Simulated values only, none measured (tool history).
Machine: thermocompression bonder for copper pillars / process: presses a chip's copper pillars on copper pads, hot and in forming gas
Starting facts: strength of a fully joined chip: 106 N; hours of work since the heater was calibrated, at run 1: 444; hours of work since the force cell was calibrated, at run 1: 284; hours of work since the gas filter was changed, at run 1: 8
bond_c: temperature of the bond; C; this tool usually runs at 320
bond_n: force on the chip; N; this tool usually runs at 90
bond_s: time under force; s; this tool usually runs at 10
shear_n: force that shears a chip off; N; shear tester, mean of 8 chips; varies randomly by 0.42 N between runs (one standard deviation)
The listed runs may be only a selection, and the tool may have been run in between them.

run,day,bond_c,bond_n,bond_s,hours of work since the heater was calibrated,hours of work since the force cell was calibrated,hours of work since the gas filter was changed,shear_n
1,0.000,320,90,10,444,284,8,73.6
2,0.858,320,90,10,453,293,17,73.0
3,1.438,320,90,10,459,300,23,74.0
4,2.346,336,90,10,469,309,32,77.0
5,2.892,348,90,10,474,315,38,82.4
6,3.971,342,90,10,486,326,50,80.8
7,4.592,342,90,10,492,333,56,79.8
8,5.625,320,90,10,503,344,67,73.3
9,6.550,320,90,10,513,354,77,72.6
10,7.517,320,90,10,523,364,87,72.9
11,8.562,320,90,10,535,375,98,72.5
12,9.062,320,90,10,540,380,104,73.1
13,9.717,320,90,10,547,387,111,73.0
14,10.450,320,90,10,555,395,118,73.0
15,11.062,320,90,10,561,402,125,72.6
16,12.058,320,90,10,572,412,135,72.4
17,13.096,320,90,10,583,423,146,72.8
18,13.992,303,90,10,592,433,156,65.7
19,14.533,320,90,10,598,438,162,72.9
20,15.004,320,72,10,603,443,167,63.1
21,16.062,320,72,10,614,455,178,63.4
22,17.175,299,130,7,626,467,190,71.4
23,17.683,344,90,12,631,472,195,83.6
24,18.288,332,90,8,638,478,201,72.1
25,19.029,343,71,14,646,486,209,77.3
26,19.825,317,67,8,654,495,218,54.8
27,20.421,320,59,13,660,501,224,60.4
28,21.104,349,60,18,668,508,231,77.9
29,21.900,334,92,13,676,517,240,82.6
30,22.700,320,95,6,685,525,248,64.2
31,23.729,319,135,9,695,536,259,84.5
32,24.292,332,75,10,701,542,265,68.3
33,25.258,320,90,12,712,552,275,74.6
34,26.300,320,90,12,723,563,286,74.8
35,27.358,320,90,12,734,575,298,75.0
36,28.092,338,61,10,742,582,305,63.1
37,28.575,301,73,10,747,587,311,55.2
38,29.404,292,96,18,756,596,319,73.7
39,30.100,292,96,18,763,604,327,73.9

Selected run-to-run steps in shear_n, each split into two signed amounts: the part the tool would show with no hidden state at all (from settings, incoming material and random variation), and the remainder, which goes to the hidden state together with any gauge scatter not common to the measured and the hidden-state-free results:
Hidden conditions of the tool in this case: true temperature of the bond over the reading, C; force that reaches the chip, % of what is set; oxide that the forming gas leaves, % of the face; drift of the gauge itself on shear_n, %.
Run 25 -> 26: bond_c 343 -> 317, bond_n 71 -> 67, bond_s 14 -> 8. shear_n -22.5 N: hidden state +0.2, all else -22.7.
Run 30 -> 31: bond_c 320 -> 319, bond_n 95 -> 135, bond_s 6 -> 9. shear_n +20.3 N: hidden state -0.4, all else +20.7.
Run 31 -> 32: bond_c 319 -> 332, bond_n 135 -> 75, bond_s 9 -> 10. shear_n -16.2 N: hidden state +0.3, all else -16.5.
Run 37 -> 38: bond_c 301 -> 292, bond_n 73 -> 96, bond_s 10 -> 18. shear_n +18.5 N: hidden state -0.4, all else +18.9.
